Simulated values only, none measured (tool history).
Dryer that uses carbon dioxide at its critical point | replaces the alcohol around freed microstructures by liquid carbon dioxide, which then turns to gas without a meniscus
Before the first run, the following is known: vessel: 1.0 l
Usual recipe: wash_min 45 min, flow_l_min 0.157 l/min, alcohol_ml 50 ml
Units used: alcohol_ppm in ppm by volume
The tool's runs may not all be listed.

Run 1, hour 0.0: usual settings. Result: alcohol_ppm 200 ppm by volume.
Run 2, hour 59.2: usual settings but flow_l_min 0.144 l/min. Result: alcohol_ppm 322 ppm by volume.
Run 3, hour 102.8: usual settings but flow_l_min 0.144 l/min. Result: alcohol_ppm 350 ppm by volume.
Run 4, hour 144.9: usual settings but flow_l_min 0.144 l/min. Result: alcohol_ppm 374 ppm by volume.
Run 5, hour 198.9: usual settings but flow_l_min 0.144 l/min. Result: alcohol_ppm 408 ppm by volume.
Run 6, hour 240.6: usual settings but flow_l_min 0.144 l/min. Result: alcohol_ppm 208 ppm by volume.
Run 7, hour 290.9: usual settings. Result: alcohol_ppm 183 ppm by volume.
Run 8, hour 349.4: usual settings. Result: alcohol_ppm 193 ppm by volume.
Run 9, hour 404.4: usual settings. Result: alcohol_ppm 215 ppm by volume.
Run 10, hour 445.7: usual settings. Result: alcohol_ppm 208 ppm by volume.
Run 11, hour 497.9: usual settings. Result: alcohol_ppm 228 ppm by volume.
Run 12, hour 551.6: usual settings. Result: alcohol_ppm 261 ppm by volume.
Run 13, hour 607.8: usual settings. Result: alcohol_ppm 278 ppm by volume.
Run 14, hour 645.0: usual settings. Result: alcohol_ppm 291 ppm by volume.
Run 15, hour 688.0: usual settings. Result: alcohol_ppm 324 ppm by volume.
Run 16, hour 715.4: usual settings but flow_l_min 0.147 l/min. Result: alcohol_ppm 408 ppm by volume.
Run 17, hour 751.6: usual settings but wash_min 69 min, flow_l_min 0.151 l/min, alcohol_ml 42 ml. Result: alcohol_ppm 129 ppm by volume.
Run 18, hour 803.9: usual settings but wash_min 44 min, flow_l_min 0.179 l/min, alcohol_ml 27 ml. Result: alcohol_ppm 202 ppm by volume.
Run 19, hour 830.3: usual settings but flow_l_min 0.168 l/min, alcohol_ml 56 ml. Result: alcohol_ppm 192 ppm by volume.
Run 20, hour 857.5: usual settings but wash_min 44 min, flow_l_min 0.104 l/min, alcohol_ml 22 ml. Result: alcohol_ppm 495 ppm by volume.
Run 21, hour 914.1: usual settings but wash_min 44 min, flow_l_min 0.104 l/min, alcohol_ml 22 ml. Result: alcohol_ppm 515 ppm by volume.
Run 22, hour 945.5: usual settings but wash_min 38 min, flow_l_min 0.127 l/min, alcohol_ml 112 ml. Result: alcohol_ppm 1754 ppm by volume.
Run 23, hour 1005.2: usual settings but wash_min 38 min, flow_l_min 0.127 l/min, alcohol_ml 112 ml. Result: alcohol_ppm 1899 ppm by volume.
Run 24, hour 1059.9: usual settings but wash_min 38 min, flow_l_min 0.127 l/min, alcohol_ml 112 ml. Result: alcohol_ppm 2032 ppm by volume.
Run 25, hour 1110.7: usual settings but wash_min 66 min, flow_l_min 0.120 l/min, alcohol_ml 64 ml. Result: alcohol_ppm 254 ppm by volume.
Run 26, hour 1159.7: usual settings but wash_min 27 min, flow_l_min 0.205 l/min, alcohol_ml 94 ml. Result: alcohol_ppm 1211 ppm by volume.
Run 27, hour 1206.4: usual settings but wash_min 30 min, flow_l_min 0.235 l/min, alcohol_ml 25 ml. Result: alcohol_ppm 269 ppm by volume.
Run 28, hour 1249.7: usual settings but wash_min 30 min, flow_l_min 0.117 l/min, alcohol_ml 116 ml. Result: alcohol_ppm 7103 ppm by volume.
Run 29, hour 1284.7: usual settings but wash_min 44 min, flow_l_min 0.256 l/min, alcohol_ml 23 ml. Result: alcohol_ppm 197 ppm by volume.
Run 30, hour 1338.0: usual settings but wash_min 44 min, flow_l_min 0.256 l/min, alcohol_ml 52 ml. Result: alcohol_ppm 209 ppm by volume.
Run 31, hour 1382.1: usual settings but wash_min 33 min, flow_l_min 0.207 l/min, alcohol_ml 85 ml. Result: alcohol_ppm 700 ppm by volume.
Run 32, hour 1412.2: usual settings but wash_min 33 min, flow_l_min 0.207 l/min, alcohol_ml 85 ml. Result: alcohol_ppm 720 ppm by volume.

Not shown: 2 entries that the log had between the listed runs. Between which runs, and how does the tool's hidden state differ before and after?
From run 5 to run 6: inlet filter changed (hour 237.0)
  flow that reaches the vessel past the clogged filter, %: 85.5 -> 99.4; alcohol in the recycled carbon dioxide, ppm: 62 -> 66.4
  what was measured, less what the result would be without the hidden state, alcohol_ppm: +253 -> +66 ppm by volume
From run 18 to run 19: inlet filter changed (hour 830.3)
  flow that reaches the vessel past the clogged filter, %: 84.4 -> 99.9; alcohol in the recycled carbon dioxide, ppm: 132.1 -> 135.2
  what was measured, less what the result would be without the hidden state, alcohol_ppm: +176 -> +126 ppm by volume

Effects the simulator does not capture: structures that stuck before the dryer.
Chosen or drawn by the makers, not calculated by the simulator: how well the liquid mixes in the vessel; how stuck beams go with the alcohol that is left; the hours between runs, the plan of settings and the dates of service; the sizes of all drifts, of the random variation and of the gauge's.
